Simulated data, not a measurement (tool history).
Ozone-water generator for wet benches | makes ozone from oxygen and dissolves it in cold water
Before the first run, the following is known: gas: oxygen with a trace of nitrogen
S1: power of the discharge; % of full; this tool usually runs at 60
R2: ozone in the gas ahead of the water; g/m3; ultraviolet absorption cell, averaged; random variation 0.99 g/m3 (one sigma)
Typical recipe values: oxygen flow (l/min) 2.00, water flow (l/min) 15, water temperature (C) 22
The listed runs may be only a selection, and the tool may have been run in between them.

{"run": 1, "hour": 0.0, "S1": 60, "oxygen flow (l/min)": 2.0, "water flow (l/min)": 15, "water temperature (C)": 22, "dissolved ozone (ppm)": 12.3, "R2": 169.3}
{"run": 2, "hour": 91.8, "S1": 60, "oxygen flow (l/min)": 2.0, "water flow (l/min)": 15, "water temperature (C)": 22, "dissolved ozone (ppm)": 12.0, "R2": 170.1}
{"run": 3, "hour": 204.7, "S1": 60, "oxygen flow (l/min)": 2.0, "water flow (l/min)": 15, "water temperature (C)": 22, "dissolved ozone (ppm)": 12.0, "R2": 170.0}
{"run": 4, "hour": 251.7, "S1": 60, "oxygen flow (l/min)": 2.0, "water flow (l/min)": 15, "water temperature (C)": 22, "dissolved ozone (ppm)": 12.0, "R2": 168.1}
{"run": 5, "hour": 338.0, "S1": 60, "oxygen flow (l/min)": 2.0, "water flow (l/min)": 15, "water temperature (C)": 21, "dissolved ozone (ppm)": 12.3, "R2": 170.3}
{"run": 6, "hour": 401.8, "S1": 60, "oxygen flow (l/min)": 2.0, "water flow (l/min)": 15, "water temperature (C)": 21, "dissolved ozone (ppm)": 12.2, "R2": 171.2}
{"run": 7, "hour": 459.5, "S1": 60, "oxygen flow (l/min)": 2.0, "water flow (l/min)": 15, "water temperature (C)": 21, "dissolved ozone (ppm)": 12.2, "R2": 170.8}
{"run": 8, "hour": 512.3, "S1": 86, "oxygen flow (l/min)": 2.0, "water flow (l/min)": 15, "water temperature (C)": 15, "dissolved ozone (ppm)": 15.9, "R2": 210.6}
{"run": 9, "hour": 623.1, "S1": 52, "oxygen flow (l/min)": 2.0, "water flow (l/min)": 20, "water temperature (C)": 15, "dissolved ozone (ppm)": 9.3, "R2": 157.8}
{"run": 10, "hour": 674.0, "S1": 67, "oxygen flow (l/min)": 2.42, "water flow (l/min)": 9, "water temperature (C)": 24, "dissolved ozone (ppm)": 18.9, "R2": 166.2}
{"run": 11, "hour": 777.8, "S1": 60, "oxygen flow (l/min)": 1.55, "water flow (l/min)": 15, "water temperature (C)": 29, "dissolved ozone (ppm)": 10.9, "R2": 197.3}
{"run": 12, "hour": 849.5, "S1": 68, "oxygen flow (l/min)": 1.55, "water flow (l/min)": 14, "water temperature (C)": 29, "dissolved ozone (ppm)": 12.5, "R2": 209.3}

For some of the steps in R2 from one run to the next: how much would appear even if the tool had no hidden state, given the settings, what came in and random variation, and how much remains for the hidden state plus any gauge scatter that the measured result and the result without hidden state don't share?
Hidden conditions of the tool in this case: yield of the discharge, % of new electrodes'; contactor's efficiency, % of a clean one's; true water temperature over the reading, C; drift of the gauge itself on ozone_ppm, %; drift of the gauge itself on gas_g_m3, %.
Run 8 -> 9: S1 86 -> 52, water flow (l/min) 15 -> 20. R2 -52.8 g/m3: hidden state -0.2, all else -52.6.
Run 10 -> 11: S1 67 -> 60, oxygen flow (l/min) 2.42 -> 1.55, water flow (l/min) 9 -> 15, water temperature (C) 24 -> 29. R2 +31.1 g/m3: hidden state +0.7, all else +30.4.
